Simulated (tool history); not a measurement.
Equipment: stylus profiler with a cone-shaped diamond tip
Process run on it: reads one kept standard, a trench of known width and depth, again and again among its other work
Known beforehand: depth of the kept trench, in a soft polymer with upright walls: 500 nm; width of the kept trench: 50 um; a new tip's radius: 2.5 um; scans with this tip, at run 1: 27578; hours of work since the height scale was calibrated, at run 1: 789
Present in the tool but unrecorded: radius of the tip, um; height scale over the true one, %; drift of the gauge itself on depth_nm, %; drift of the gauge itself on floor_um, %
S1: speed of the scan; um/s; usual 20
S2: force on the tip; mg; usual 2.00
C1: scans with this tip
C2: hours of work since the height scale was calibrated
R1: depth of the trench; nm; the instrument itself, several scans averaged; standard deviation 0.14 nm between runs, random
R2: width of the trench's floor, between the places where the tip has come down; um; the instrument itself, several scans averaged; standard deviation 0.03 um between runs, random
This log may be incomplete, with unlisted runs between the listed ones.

run,day,S1,S2,C1,C2,R1,R2
1,0.000,20,2.00,27578,789,504.75,45.26
2,2.204,20,2.00,28077,825,504.60,45.21
3,4.475,20,2.00,28590,863,504.71,45.17
4,6.183,20,2.00,28977,891,504.40,45.13
5,8.496,20,2.51,29499,928,505.61,45.10
6,10.788,20,1.09,30018,966,502.23,45.07
7,13.112,20,2.00,30544,1004,504.49,45.10
8,17.221,41,2.00,31473,1071,504.06,45.01
9,19.517,16,2.00,31992,1109,504.20,44.99
# day 20.979: height scale calibrated on a step standard
10,23.196,20,2.00,32820,36,503.55,45.01
11,26.004,20,2.00,33454,82,503.31,44.94
12,29.229,15,2.00,34184,135,503.53,44.91
# day 29.504: new tip fitted, height scale calibrated
# day 31.925: height scale calibrated on a step standard, once more
13,33.167,15,2.00,824,20,506.49,46.96
14,37.100,20,2.00,1713,85,506.27,46.85
15,41.258,20,2.00,2654,153,506.22,46.75
16,44.854,20,2.00,3467,212,505.94,46.69
17,46.900,20,2.00,3930,245,505.86,46.67
18,51.017,9,1.27,4861,313,504.09,46.68
19,53.188,9,1.27,5352,348,503.82,46.61
20,57.054,9,1.27,6227,412,503.92,46.54
21,60.571,16,1.04,7022,469,503.26,46.46
22,62.942,77,1.80,7558,508,504.90,46.38
23,66.883,77,1.80,8450,573,504.77,46.27
24,70.267,77,1.80,9214,628,504.86,46.21
25,73.446,73,5.00,9933,680,510.27,46.25
26,76.592,7,1.69,10645,732,504.08,46.30
27,79.242,7,1.69,11244,775,504.15,46.27
28,83.092,7,1.69,12115,838,504.12,46.14
29,86.654,7,2.77,12921,896,506.24,46.17
30,89.029,7,2.77,13458,935,506.18,46.13
31,92.429,7,2.77,14227,991,505.92,46.07
32,95.075,10,1.30,14825,1034,502.93,46.01
33,97.025,10,1.30,15267,1066,502.89,45.97

Take each entry between the runs: how does the hidden state at the last listed run before it differ from the hidden state at the first listed run after it?
Run 9 -> run 10: height scale calibrated on a step standard (day 20.979)
  radius of the tip, um: 6.37 -> 6.47; height scale over the true one, %: -0.428 -> -0.548
  measured value less the no-hidden-state value, R1: -2.17 -> -2.78 nm; R2: -1.95 -> -1.99 um
Run 12 -> run 13: new tip fitted, height scale calibrated (day 29.504); height scale calibrated on a step standard, once more (day 31.925)
  radius of the tip, um: 6.63 -> 2.54; height scale over the true one, %: -0.587 -> 0.012
  measured value less the no-hidden-state value, R1: -2.97 -> +0.06 nm; R2: -2.05 -> -0.03 um
